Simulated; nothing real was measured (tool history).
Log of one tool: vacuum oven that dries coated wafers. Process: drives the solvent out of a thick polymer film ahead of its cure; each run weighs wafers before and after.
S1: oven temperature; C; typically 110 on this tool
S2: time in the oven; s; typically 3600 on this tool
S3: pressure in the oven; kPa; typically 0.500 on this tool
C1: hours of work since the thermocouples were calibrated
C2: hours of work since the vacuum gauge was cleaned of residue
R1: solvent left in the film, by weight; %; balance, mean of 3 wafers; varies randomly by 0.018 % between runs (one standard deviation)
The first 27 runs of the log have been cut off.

run	day	S1	S2	S3	C1	C2	R1
28	21.650	125	3600	1.607	211	1060	0.57
29	22.500	98	3420	1.402	225	1074	4.29
30	23.175	98	3420	1.402	237	1086	4.34
31	23.933	108	2520	0.537	250	1099	2.25
32	24.958	110	5460	0.500	267	1116	0.40
33	25.458	112	1920	0.375	275	1124	2.34
34	26.108	112	1920	0.375	286	1135	2.33
35	26.900	99	3600	1.561	300	1149	3.92
36	27.800	110	2580	0.500	315	1164	1.75
37	28.346	119	3600	0.500	324	1173	0.29
38	29.212	119	3600	1.574	339	1188	0.73
39	29.658	110	3960	1.734	347	1196	1.41
40	30.529	111	3600	0.500	361	1210	0.78
41	31.212	108	3600	0.534	373	1222	1.19
42	32.012	110	3600	0.291	387	1236	0.78
43	32.883	108	5160	0.986	401	1250	0.84
44	33.796	108	5580	1.946	417	1266	1.37
45	34.746	108	3000	1.547	433	1282	2.26
46	35.354	110	2220	0.500	443	1292	2.32
47	36.142	111	2220	1.467	457	1306	2.56

Branching from run 47: 3 alternative next runs. What would each branch give?
A	37.183	101	3900	1.467	474	1323	?
B	37.183	119	5580	1.005	474	1323	?
C	37.183	123	6240	1.467	474	1323	?

run	R1
A	2.98
B	0.45
C	0.57
Take away the tool's hidden state, keep each run's random variation, and the runs would have read:
run	R1
A	2.97
B	0.45
C	0.57
